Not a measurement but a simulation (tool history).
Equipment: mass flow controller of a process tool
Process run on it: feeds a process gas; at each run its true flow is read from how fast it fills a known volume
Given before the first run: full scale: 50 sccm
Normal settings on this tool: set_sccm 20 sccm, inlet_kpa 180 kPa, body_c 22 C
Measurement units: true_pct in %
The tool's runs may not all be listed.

run 1 hour=0.0 | set_sccm=20 inlet_kpa=180 body_c=22 | true_pct=97.30
run 2 hour=92.2 | set_sccm=20 inlet_kpa=180 body_c=22 | true_pct=97.37
run 3 hour=182.3 | set_sccm=20 inlet_kpa=180 body_c=22 | true_pct=97.35
run 4 hour=241.1 | set_sccm=20 inlet_kpa=180 body_c=22 | true_pct=97.35
run 5 hour=293.5 | set_sccm=30 inlet_kpa=180 body_c=22 | true_pct=98.09
run 6 hour=375.7 | set_sccm=30 inlet_kpa=274 body_c=22 | true_pct=97.59
run 7 hour=444.5 | set_sccm=30 inlet_kpa=274 body_c=22 | true_pct=97.61
run 8 hour=485.1 | set_sccm=30 inlet_kpa=274 body_c=22 | true_pct=97.55
run 9 hour=565.8 | set_sccm=30 inlet_kpa=274 body_c=22 | true_pct=97.53
run 10 hour=625.9 | set_sccm=30 inlet_kpa=274 body_c=22 | true_pct=97.44
run 11 hour=690.5 | set_sccm=20 inlet_kpa=180 body_c=22 | true_pct=97.11
run 12 hour=764.7 | set_sccm=20 inlet_kpa=180 body_c=22 | true_pct=97.03
run 13 hour=816.0 | set_sccm=20 inlet_kpa=180 body_c=22 | true_pct=97.09
run 14 hour=870.1 | set_sccm=20 inlet_kpa=247 body_c=22 | true_pct=96.58
run 15 hour=962.6 | set_sccm=20 inlet_kpa=247 body_c=22 | true_pct=96.58
run 16 hour=1025.4 | set_sccm=20 inlet_kpa=247 body_c=22 | true_pct=96.52
run 17 hour=1082.0 | set_sccm=20 inlet_kpa=247 body_c=22 | true_pct=96.57
run 18 hour=1159.7 | set_sccm=20 inlet_kpa=180 body_c=22 | true_pct=96.77
run 19 hour=1200.3 | set_sccm=20 inlet_kpa=180 body_c=22 | true_pct=97.00
run 20 hour=1272.5 | set_sccm=30 inlet_kpa=248 body_c=29 | true_pct=97.23
run 21 hour=1333.5 | set_sccm=30 inlet_kpa=248 body_c=29 | true_pct=97.29
run 22 hour=1391.6 | set_sccm=30 inlet_kpa=248 body_c=29 | true_pct=97.21
run 23 hour=1444.1 | set_sccm=30 inlet_kpa=248 body_c=29 | true_pct=97.21
run 24 hour=1488.0 | set_sccm=35 inlet_kpa=149 body_c=25 | true_pct=98.33
run 25 hour=1537.1 | set_sccm=20 inlet_kpa=278 body_c=24 | true_pct=96.06
run 26 hour=1623.2 | set_sccm=20 inlet_kpa=278 body_c=24 | true_pct=95.98
run 27 hour=1666.4 | set_sccm=7 inlet_kpa=250 body_c=29 | true_pct=93.00
run 28 hour=1740.1 | set_sccm=7 inlet_kpa=216 body_c=28 | true_pct=93.20
run 29 hour=1798.1 | set_sccm=19 inlet_kpa=227 body_c=37 | true_pct=95.97
run 30 hour=1894.4 | set_sccm=19 inlet_kpa=227 body_c=37 | true_pct=95.71
run 31 hour=1954.5 | set_sccm=13 inlet_kpa=226 body_c=37 | true_pct=94.73
run 32 hour=2001.2 | set_sccm=36 inlet_kpa=235 body_c=28 | true_pct=97.73
run 33 hour=2062.3 | set_sccm=20 inlet_kpa=258 body_c=33 | true_pct=95.68
run 34 hour=2146.3 | set_sccm=35 inlet_kpa=217 body_c=21 | true_pct=97.82
run 35 hour=2229.3 | set_sccm=35 inlet_kpa=217 body_c=21 | true_pct=97.92
run 36 hour=2289.2 | set_sccm=22 inlet_kpa=180 body_c=22 | true_pct=96.80
run 37 hour=2380.5 | set_sccm=34 inlet_kpa=150 body_c=28 | true_pct=97.87

5 options for the next run, each taken on its own from the tool as it stands now. Forecast them:
run A hour=2465.9 | set_sccm=6 inlet_kpa=150 body_c=28 | true_pct=?
run B hour=2465.9 | set_sccm=10 inlet_kpa=180 body_c=22 | true_pct=?
run C hour=2465.9 | set_sccm=34 inlet_kpa=150 body_c=29 | true_pct=?
run D hour=2465.9 | set_sccm=20 inlet_kpa=180 body_c=21 | true_pct=?
run E hour=2465.9 | set_sccm=6 inlet_kpa=180 body_c=22 | true_pct=?

run=A true_pct=92.33
run=B true_pct=94.36
run=C true_pct=97.83
run=D true_pct=96.38
run=E true_pct=92.26
With no hidden state in the tool, these same runs would have given:
run=A true_pct=97.26
run=B true_pct=97.51
run=C true_pct=99.11
run=D true_pct=98.20
run=E true_pct=97.19
